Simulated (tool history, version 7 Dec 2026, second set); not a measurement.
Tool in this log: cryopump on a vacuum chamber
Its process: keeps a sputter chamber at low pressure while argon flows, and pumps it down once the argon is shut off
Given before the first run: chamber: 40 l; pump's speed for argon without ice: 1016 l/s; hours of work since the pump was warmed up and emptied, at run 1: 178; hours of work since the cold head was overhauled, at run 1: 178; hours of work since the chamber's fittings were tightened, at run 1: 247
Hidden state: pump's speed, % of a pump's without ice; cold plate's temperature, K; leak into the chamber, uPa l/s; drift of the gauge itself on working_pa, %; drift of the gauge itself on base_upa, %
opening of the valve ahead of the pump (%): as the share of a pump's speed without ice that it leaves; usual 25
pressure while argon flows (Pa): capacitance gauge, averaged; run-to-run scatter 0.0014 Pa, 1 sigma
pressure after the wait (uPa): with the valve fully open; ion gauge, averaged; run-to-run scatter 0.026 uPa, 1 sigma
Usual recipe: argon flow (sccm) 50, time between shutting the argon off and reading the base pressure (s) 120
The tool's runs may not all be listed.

| run | day | argon flow (sccm) | time between shutting the argon off and reading the base pressure (s) | opening of the valve ahead of the pump (%) | hours of work since the pump was warmed up and emptied | hours of work since the cold head was overhauled | hours of work since the chamber's fittings were tightened | pressure while argon flows (Pa) | pressure after the wait (uPa) |
|---|---|---|---|---|---|---|---|---|---|
| 1 | 0 | 50 | 120 | 25 | 178 | 178 | 247 | 0.3371 | 1.38 |
| 2 | 0.896 | 50 | 274 | 25 | 189 | 189 | 258 | 0.3356 | 0.89 |
| 3 | 1.362 | 50 | 120 | 25 | 194 | 194 | 263 | 0.3374 | 1.44 |
| 4 | 1.917 | 50 | 120 | 25 | 201 | 201 | 270 | 0.3374 | 1.49 |
| 5 | 2.429 | 50 | 120 | 25 | 207 | 207 | 276 | 0.3395 | 1.45 |
| 6 | 3.396 | 50 | 120 | 25 | 219 | 219 | 287 | 0.3394 | 1.44 |
| 7 | 3.962 | 50 | 120 | 25 | 225 | 225 | 294 | 0.3405 | 1.46 |
| 8 | 4.854 | 50 | 120 | 25 | 236 | 236 | 305 | 0.3392 | 1.48 |
| 9 | 5.325 | 50 | 120 | 25 | 242 | 242 | 311 | 0.3391 | 1.47 |
| 10 | 5.9 | 50 | 82 | 25 | 249 | 249 | 317 | 0.3363 | 1.85 |
| 11 | 6.375 | 50 | 120 | 25 | 254 | 254 | 323 | 0.339 | 1.49 |
| 12 | 7.217 | 50 | 120 | 25 | 264 | 264 | 333 | 0.339 | 1.5 |
| 13 | 8.088 | 50 | 120 | 46 | 275 | 275 | 344 | 0.1883 | 1.54 |
| 14 | 9.054 | 71 | 120 | 25 | 286 | 286 | 355 | 0.4821 | 1.5 |
| 15 | 9.779 | 71 | 120 | 25 | 295 | 295 | 364 | 0.4798 | 1.53 |
| 16 | 10.208 | 71 | 120 | 25 | 300 | 300 | 369 | 0.4822 | 1.48 |
| 17 | 11.154 | 71 | 120 | 44 | 311 | 311 | 380 | 0.277 | 1.56 |
| 18 | 12.117 | 79 | 226 | 17 | 323 | 323 | 392 | 0.785 | 1.25 |
| 19 | 13.117 | 79 | 226 | 17 | 335 | 335 | 404 | 0.785 | 1.15 |
| 20 | 13.721 | 50 | 141 | 25 | 342 | 342 | 411 | 0.3396 | 1.45 |
| 21 | 14.517 | 87 | 277 | 41 | 352 | 352 | 421 | 0.3654 | 1.08 |
| 22 | 15.162 | 87 | 277 | 41 | 359 | 359 | 428 | 0.366 | 1.13 |
| 23 | 15.629 | 87 | 277 | 41 | 365 | 365 | 434 | 0.3678 | 1.19 |

Predict the results of run 24:
| 24 | 16.608 | 50 | 22 | 17 | 377 | 377 | 446 | ? | ? |

pressure while argon flows (Pa): 0.4991
pressure after the wait (uPa): 5.26
Without the tool's hidden state the same run would have given pressure while argon flows (Pa) 0.4909, pressure after the wait (uPa) 4.73.

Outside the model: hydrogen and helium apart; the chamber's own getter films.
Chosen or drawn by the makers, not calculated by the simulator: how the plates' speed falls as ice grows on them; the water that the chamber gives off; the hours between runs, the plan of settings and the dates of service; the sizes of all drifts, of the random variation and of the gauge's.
